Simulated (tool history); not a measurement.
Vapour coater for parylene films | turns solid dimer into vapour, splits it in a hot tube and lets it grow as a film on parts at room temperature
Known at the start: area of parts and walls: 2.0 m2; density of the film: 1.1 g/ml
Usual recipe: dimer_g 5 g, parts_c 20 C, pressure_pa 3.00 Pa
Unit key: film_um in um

run   hour  dimer_g  parts_c  pressure_pa  film_um
  1    0.0        5       20         3.00     1.26
  2   10.0        5       20         3.00     1.25
  3   18.4        5       20         3.00     1.24
  4   27.9        5       17         3.00     1.40
  5   36.8        5       17         3.00     1.39
  6   48.7        5       20         3.00     1.21
  7   63.1        5       20         3.00     1.23
  8   72.7        5       20         3.00     1.19
  9   82.1        5       20        10.37     0.97
 10   93.5        5       20         4.88     1.12
 11  107.1        5       20         4.88     1.11
 12  115.2        5       20         3.00     1.23
 13  129.0        5       29         3.00     0.82
 14  135.4        5       13         3.00     1.60
 15  145.1        5       13         3.00     1.62
 16  151.4        5       13         3.00     1.62
 17  165.9        5       13         3.00     1.62
 18  180.3        5       20         3.00     1.20
 19  188.7        5       20         3.00     1.22
 20  197.2        5       20         3.00     1.16
 21  208.1        7       13         3.00     2.23
 22  220.8        7       13         3.00     2.21
 23  230.1        7       13         3.00     2.21
 24  240.1        7       13         3.00     2.23
 25  249.8        7       13         3.00     2.21
 26  256.7        4       20         3.00     0.92
 27  268.7        5       20         4.06     1.08
 28  278.0        5       20         4.06     1.08
 29  289.6        5       20         4.06     1.09
 30  304.2        5       12         4.06     1.55
 31  317.4        5       12         4.06     1.56
 32  332.4        3       20         2.54     0.72
 33  341.5        3       20         2.54     0.69
     346.4  -- trap's valve overhauled
 34  353.6        8       21         6.81     1.67
 35  364.4        6       29         9.39     0.82
 36  377.9        4       17         4.54     1.04
 37  390.0        4       17         4.54     1.08
 38  399.9        4       20         2.13     1.11
 39  406.2        4       20         2.13     1.01
 40  420.6        4       20         2.13     1.10

The logged runs with the hidden state left out (each run's random variation unchanged):
The hidden state here: vapour lost through the trap's worn valve, %; true temperature of the parts over the reading, C; drift of the gauge itself on film_um, %.
run  film_um
  1     1.29
  2     1.29
  3     1.28
  4     1.44
  5     1.43
  6     1.26
  7     1.28
  8     1.25
  9     1.01
 10     1.17
 11     1.17
 12     1.30
 13     0.86
 14     1.70
 15     1.72
 16     1.72
 17     1.73
 18     1.28
 19     1.31
 20     1.25
 21     2.41
 22     2.39
 23     2.40
 24     2.42
 25     2.40
 26     1.01
 27     1.18
 28     1.18
 29     1.20
 30     1.71
 31     1.73
 32     0.80
 33     0.77
 34     1.66
 35     0.82
 36     1.05
 37     1.08
 38     1.12
 39     1.02
 40     1.11
